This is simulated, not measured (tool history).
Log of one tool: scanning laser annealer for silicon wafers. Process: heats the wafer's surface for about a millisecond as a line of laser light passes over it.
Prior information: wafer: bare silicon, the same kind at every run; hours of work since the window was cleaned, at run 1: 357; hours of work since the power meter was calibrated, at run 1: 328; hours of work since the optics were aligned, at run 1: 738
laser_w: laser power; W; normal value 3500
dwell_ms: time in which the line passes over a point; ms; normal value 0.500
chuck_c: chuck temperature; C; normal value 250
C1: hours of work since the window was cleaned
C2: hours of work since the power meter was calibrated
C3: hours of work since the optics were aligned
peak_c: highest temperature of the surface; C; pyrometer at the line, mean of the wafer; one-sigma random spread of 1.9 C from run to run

Run 1, hour 0.0: usual settings; C1 357; C2 328; C3 738. Result: peak_c 1058 C.
Run 2, hour 8.6: usual settings but laser_w 3270 W; C1 361; C2 333; C3 743. Result: peak_c 995 C.
Run 3, hour 23.6: usual settings but laser_w 3270 W; C1 370; C2 342; C3 751. Result: peak_c 992 C.
Run 4, hour 34.2: usual settings but laser_w 3270 W; C1 376; C2 348; C3 757. Result: peak_c 995 C.
Run 5, hour 52.7: usual settings but laser_w 3270 W; C1 387; C2 358; C3 768. Result: peak_c 993 C.
Run 6, hour 68.3: usual settings but laser_w 3270 W, dwell_ms 0.615 ms; C1 395; C2 367; C3 777. Result: peak_c 1071 C.
Run 7, hour 87.7: usual settings; C1 406; C2 378; C3 788. Result: peak_c 1058 C.
Run 8, hour 98.3: usual settings; C1 413; C2 384; C3 794. Result: peak_c 1053 C.
Run 9, hour 116.6: usual settings; C1 423; C2 394; C3 804. Result: peak_c 1058 C.
Run 10, hour 133.8: usual settings; C1 433; C2 404; C3 814. Result: peak_c 1053 C.
Run 11, hour 146.5: usual settings; C1 440; C2 411; C3 821. Result: peak_c 1054 C.
Run 12, hour 157.7: usual settings; C1 446; C2 418; C3 828. Result: peak_c 1051 C.
Run 13, hour 168.2: usual settings; C1 452; C2 424; C3 833. Result: peak_c 1051 C.
Run 14, hour 177.5: usual settings; C1 458; C2 429; C3 839. Result: peak_c 1056 C.
Run 15, hour 187.3: usual settings; C1 463; C2 435; C3 844. Result: peak_c 1049 C.
Run 16, hour 206.9: usual settings; C1 474; C2 446; C3 856. Result: peak_c 1050 C.
Run 17, hour 219.6: usual settings but laser_w 3587 W, dwell_ms 0.394 ms; C1 482; C2 453; C3 863. Result: peak_c 985 C.
Run 18, hour 239.2: usual settings but laser_w 3131 W; C1 493; C2 464; C3 874. Result: peak_c 953 C.
Run 19, hour 255.0: usual settings but laser_w 3131 W; C1 502; C2 473; C3 883. Result: peak_c 950 C.
Run 20, hour 271.1: usual settings but laser_w 3131 W; C1 511; C2 482; C3 892. Result: peak_c 947 C.
Run 21, hour 289.1: usual settings but laser_w 3432 W; C1 521; C2 493; C3 902. Result: peak_c 1030 C.
Run 22, hour 308.2: usual settings but laser_w 3432 W, dwell_ms 0.530 ms; C1 532; C2 504; C3 913. Result: peak_c 1055 C.
Run 23, hour 316.8: usual settings but laser_w 3316 W, dwell_ms 0.444 ms, chuck_c 261 C; C1 537; C2 508; C3 918. Result: peak_c 968 C.
Run 24, hour 333.2: usual settings but laser_w 3316 W, dwell_ms 0.444 ms, chuck_c 230 C; C1 546; C2 518; C3 928. Result: peak_c 934 C.
Run 25, hour 343.6: usual settings but laser_w 3208 W; C1 552; C2 524; C3 933. Result: peak_c 968 C.
Run 26, hour 354.7: usual settings but laser_w 3731 W, chuck_c 241 C; C1 559; C2 530; C3 940. Result: peak_c 1105 C.
Run 27, hour 369.6: usual settings but laser_w 3340 W, chuck_c 220 C; C1 567; C2 539; C3 948. Result: peak_c 974 C.
Run 28, hour 389.3: usual settings but laser_w 3310 W, dwell_ms 0.454 ms, chuck_c 246 C; C1 578; C2 550; C3 959. Result: peak_c 957 C.

What if the next run were any one of these 4? Each begins from the tool's condition after run 28:
Run A, hour 408.4: usual settings but laser_w 3310 W, dwell_ms 0.506 ms, chuck_c 246 C; C1 589; C2 561; C3 970. Result: peak_c ?.
Run B, hour 408.4: usual settings but laser_w 3831 W, dwell_ms 0.410 ms; C1 589; C2 561; C3 970. Result: peak_c ?.
Run C, hour 408.4: usual settings but laser_w 3252 W, chuck_c 229 C; C1 589; C2 561; C3 970. Result: peak_c ?.
Run D, hour 408.4: usual settings but laser_w 3310 W, dwell_ms 0.454 ms, chuck_c 282 C; C1 589; C2 561; C3 970. Result: peak_c ?.

run  peak_c
  A     992
  B    1057
  C     958
  D     990
Take away the tool's hidden state, keep each run's random variation, and the runs would have read:
run  peak_c
  A    1031
  B    1099
  C     996
  D    1027

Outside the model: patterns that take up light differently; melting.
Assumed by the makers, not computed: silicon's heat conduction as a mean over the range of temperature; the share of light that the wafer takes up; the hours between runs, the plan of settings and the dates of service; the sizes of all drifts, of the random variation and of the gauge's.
